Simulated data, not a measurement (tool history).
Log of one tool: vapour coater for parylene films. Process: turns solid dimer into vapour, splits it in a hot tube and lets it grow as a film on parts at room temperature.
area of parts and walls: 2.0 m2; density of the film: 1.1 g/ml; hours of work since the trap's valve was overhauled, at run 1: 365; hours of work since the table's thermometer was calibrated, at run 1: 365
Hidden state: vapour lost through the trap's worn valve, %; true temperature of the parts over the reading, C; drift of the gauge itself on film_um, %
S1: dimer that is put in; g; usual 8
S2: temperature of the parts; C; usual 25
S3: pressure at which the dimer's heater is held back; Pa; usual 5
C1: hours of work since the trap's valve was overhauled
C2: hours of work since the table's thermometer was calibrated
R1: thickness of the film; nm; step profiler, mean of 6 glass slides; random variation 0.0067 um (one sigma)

run,hour,S1,S2,S3,C1,C2,R1
1,0,8,25,5,365,365,1719
2,10,8,25,5,371,371,1734
# hour 31.3: trap's valve overhauled
3,31.6,8,25,5,0,381,1863
4,46.6,8,31,5,9,390,1691
5,59.7,8,31,5,16,397,1683
6,74.1,8,25,5,25,406,1859
7,82.7,8,25,5,30,411,1853
8,103,8,22,11.92,41,422,1819
9,115.3,8,36,2.27,48,430,1660
10,131.3,8,36,2.27,58,439,1668
11,144.1,8,18,11.27,65,446,1927
12,156.5,8,18,11.27,72,453,1927
13,172.6,8,18,11.27,81,463,1924

Hidden state at the last listed run before each entry between runs and at the first one after, where it differs:
Between runs 2 and 3: trap's valve overhauled (hour 31.3)
  vapour lost through the trap's worn valve, %: 7.6 -> 0.2
  measured less the result without the state, R1: -143 -> -6 nm

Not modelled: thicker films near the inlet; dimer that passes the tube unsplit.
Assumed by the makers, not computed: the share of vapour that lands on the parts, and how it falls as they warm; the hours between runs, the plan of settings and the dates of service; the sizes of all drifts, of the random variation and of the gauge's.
